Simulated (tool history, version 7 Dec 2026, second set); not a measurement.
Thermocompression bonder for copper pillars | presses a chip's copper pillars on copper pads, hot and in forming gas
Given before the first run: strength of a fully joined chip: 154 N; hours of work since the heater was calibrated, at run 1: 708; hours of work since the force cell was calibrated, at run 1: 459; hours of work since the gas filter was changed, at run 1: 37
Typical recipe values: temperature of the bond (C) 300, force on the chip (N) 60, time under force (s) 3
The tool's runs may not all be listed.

| run | hour | temperature of the bond (C) | force on the chip (N) | time under force (s) | hours of work since the heater was calibrated | hours of work since the force cell was calibrated | hours of work since the gas filter was changed | force that shears a chip off (N) |
|---|---|---|---|---|---|---|---|---|
| 1 | 0.0 | 300 | 60 | 3 | 708 | 459 | 37 | 75.6 |
| 2 | 59.4 | 300 | 60 | 3 | 754 | 505 | 82 | 74.5 |
| 3 | 121.9 | 300 | 60 | 3 | 802 | 553 | 130 | 73.8 |
| 4 | 199.3 | 300 | 60 | 3 | 861 | 612 | 190 | 72.0 |
| 5 | 265.0 | 300 | 60 | 3 | 912 | 663 | 241 | 70.7 |
| 6 | 322.0 | 300 | 43 | 3 | 956 | 707 | 284 | 59.8 |
| 7 | 412.1 | 300 | 43 | 2 | 1025 | 776 | 354 | 50.9 |
|  | 430.8 | force cell calibrated |
|  | 459.9 | forming gas filter changed |
| 8 | 485.1 | 300 | 43 | 2 | 1080 | 41 | 19 | 51.2 |
| 9 | 534.3 | 300 | 43 | 2 | 1118 | 79 | 57 | 49.6 |
| 10 | 609.7 | 309 | 43 | 7 | 1176 | 137 | 115 | 88.2 |
| 11 | 662.1 | 302 | 60 | 2 | 1216 | 178 | 156 | 59.9 |
| 12 | 715.4 | 277 | 60 | 2 | 1257 | 219 | 197 | 44.1 |
| 13 | 764.9 | 300 | 60 | 8 | 1295 | 257 | 235 | 92.3 |

Run 14 has not been measured yet. What should we expect?
| 14 | 814.4 | 281 | 60 | 3 | 1333 | 295 | 273 | ? |

force that shears a chip off (N): 53.3
Without the tool's hidden state the same run would have given force that shears a chip off (N) 63.7.
